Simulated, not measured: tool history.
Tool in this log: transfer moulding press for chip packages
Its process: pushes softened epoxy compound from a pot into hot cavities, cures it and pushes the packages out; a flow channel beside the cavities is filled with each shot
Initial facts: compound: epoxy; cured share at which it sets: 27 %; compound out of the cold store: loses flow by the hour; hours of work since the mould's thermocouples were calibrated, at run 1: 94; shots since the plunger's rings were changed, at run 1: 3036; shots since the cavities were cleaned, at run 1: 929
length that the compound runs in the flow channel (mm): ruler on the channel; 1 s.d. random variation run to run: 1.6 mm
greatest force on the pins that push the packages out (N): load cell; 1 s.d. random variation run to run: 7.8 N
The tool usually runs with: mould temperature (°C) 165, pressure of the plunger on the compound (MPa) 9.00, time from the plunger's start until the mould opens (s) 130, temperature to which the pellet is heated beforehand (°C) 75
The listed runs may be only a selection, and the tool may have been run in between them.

run,day,mould temperature (°C),pressure of the plunger on the compound (MPa),time from the plunger's start until the mould opens (s),temperature to which the pellet is heated beforehand (°C),hours of work since the mould's thermocouples were calibrated,shots since the plunger's rings were changed,shots since the cavities were cleaned,incoming compound's hours out of the cold store,length that the compound runs in the flow channel (mm),greatest force on the pins that push the packages out (N)
1,0.000,165,9.00,130,75,94,3036,929,32.6,634,718
2,0.762,165,9.00,130,75,105,3187,1080,15.6,719,748
# day 1.408: cavities cleaned with cleaning compound and waxed
# day 1.621: plunger's sealing rings changed
3,1.621,170,9.00,130,75,115,0,22,37.7,614,341
4,2.817,165,9.00,130,75,131,236,258,38.9,622,544
5,3.862,165,9.00,130,75,146,443,465,47.3,581,624
6,4.954,165,9.00,130,75,161,659,681,35.6,633,693
7,5.700,165,9.00,130,75,171,807,829,32.5,651,704
8,6.575,165,9.00,130,75,183,980,1002,33.4,643,726
# day 6.767: mould's thermocouples calibrated
9,7.450,165,8.95,130,75,10,1137,1159,31.3,649,713
# day 7.671: cavities cleaned with cleaning compound and waxed
10,8.179,165,9.44,130,75,19,1269,101,18.9,728,431
11,8.846,165,9.00,130,75,28,1401,233,32.1,643,508
# day 9.571: mould's thermocouples calibrated, once more
12,10.171,165,9.00,130,75,8,1647,479,25.8,677,646
13,11.388,165,9.92,130,75,25,1888,720,12.7,781,696
14,12.362,165,9.00,130,75,39,2081,913,10.2,756,723
15,13.292,165,9.00,130,75,52,2264,1096,34.0,634,734
# day 13.879: cavities cleaned with cleaning compound and waxed
16,14.092,169,10.59,130,75,62,2411,42,22.7,732,362
17,14.642,171,10.59,131,74,70,2520,151,30.6,685,426
18,15.875,171,10.59,131,85,87,2764,395,36.9,654,571
19,16.996,159,10.67,129,72,102,2986,617,40.8,667,789
20,17.642,159,10.67,129,72,111,3114,745,28.8,729,843
21,18.475,159,10.67,129,72,123,3278,909,28.9,728,833
# day 18.796: plunger's sealing rings changed
22,19.346,159,7.61,129,78,134,109,1062,25.0,653,885
23,19.975,165,10.58,130,85,142,233,1186,18.5,784,758
# day 20.158: cavities cleaned with cleaning compound and waxed
24,21.142,167,9.28,130,85,158,452,195,39.6,623,481
25,22.004,158,9.28,125,74,170,623,366,41.2,638,758
26,23.183,158,9.28,134,74,186,856,599,39.5,642,745
27,24.329,158,9.28,134,74,202,1083,826,18.3,749,852
28,25.425,158,9.28,134,74,217,1299,1042,19.4,744,881
# day 26.221: cavities cleaned with cleaning compound and waxed
29,26.567,165,8.82,166,75,232,1513,68,35.8,620,397

Hidden condition of the tool, last listed run before each entry between runs versus first listed run after:
Run 2 -> run 3: cavities cleaned with cleaning compound and waxed (day 1.408); plunger's sealing rings changed (day 1.621)
  true mould temperature over the reading, C: 0.48 -> 0.49; pressure that reaches the compound, % of what is set: 94.03 -> 99.48; grip of the stained cavities, % over clean ones': 117.4 -> 7.4
  measured less the result without the state, length that the compound runs in the flow channel (mm): -24 -> -2; greatest force on the pins that push the packages out (N): +397 -> +24
Run 8 -> run 9: mould's thermocouples calibrated (day 6.767)
  true mould temperature over the reading, C: 0.61 -> 0.85; pressure that reaches the compound, % of what is set: 97.6 -> 97.29; grip of the stained cavities, % over clean ones': 116.4 -> 119.4
  measured less the result without the state, length that the compound runs in the flow channel (mm): -9 -> -11; greatest force on the pins that push the packages out (N): +388 -> +387
Run 9 -> run 10: cavities cleaned with cleaning compound and waxed (day 7.671)
  true mould temperature over the reading, C: 0.85 -> 0.86; pressure that reaches the compound, % of what is set: 97.29 -> 97.04; grip of the stained cavities, % over clean ones': 119.4 -> 27.6
  measured less the result without the state, length that the compound runs in the flow channel (mm): -11 -> -13; greatest force on the pins that push the packages out (N): +387 -> +88
Run 11 -> run 12: mould's thermocouples calibrated, once more (day 9.571)
  true mould temperature over the reading, C: 0.88 -> 0.05; pressure that reaches the compound, % of what is set: 96.79 -> 96.32; grip of the stained cavities, % over clean ones': 54.8 -> 88.9
  measured less the result without the state, length that the compound runs in the flow channel (mm): -13 -> -13; greatest force on the pins that push the packages out (N): +176 -> +301
Run 15 -> run 16: cavities cleaned with cleaning compound and waxed (day 13.879)
  true mould temperature over the reading, C: 0.12 -> 0.14; pressure that reaches the compound, % of what is set: 95.13 -> 94.86; grip of the stained cavities, % over clean ones': 117.4 -> 13.3
  measured less the result without the state, length that the compound runs in the flow channel (mm): -17 -> -20; greatest force on the pins that push the packages out (N): +396 -> +42
Run 21 -> run 22: plunger's sealing rings changed (day 18.796)
  true mould temperature over the reading, C: 0.24 -> 0.26; pressure that reaches the compound, % of what is set: 93.28 -> 99.71; grip of the stained cavities, % over clean ones': 112.2 -> 116.5
  measured less the result without the state, length that the compound runs in the flow channel (mm): -26 -> -2; greatest force on the pins that push the packages out (N): +441 -> +469
Run 23 -> run 24: cavities cleaned with cleaning compound and waxed (day 20.158)
  true mould temperature over the reading, C: 0.27 -> 0.3; pressure that reaches the compound, % of what is set: 99.48 -> 99.06; grip of the stained cavities, % over clean ones': 119.1 -> 47.1
  measured less the result without the state, length that the compound runs in the flow channel (mm): -3 -> -3; greatest force on the pins that push the packages out (N): +409 -> +154
Run 28 -> run 29: cavities cleaned with cleaning compound and waxed (day 26.221)
  true mould temperature over the reading, C: 0.39 -> 0.42; pressure that reaches the compound, % of what is set: 97.44 -> 97.06; grip of the stained cavities, % over clean ones': 116.1 -> 19.9
  measured less the result without the state, length that the compound runs in the flow channel (mm): -11 -> -11; greatest force on the pins that push the packages out (N): +465 -> +65
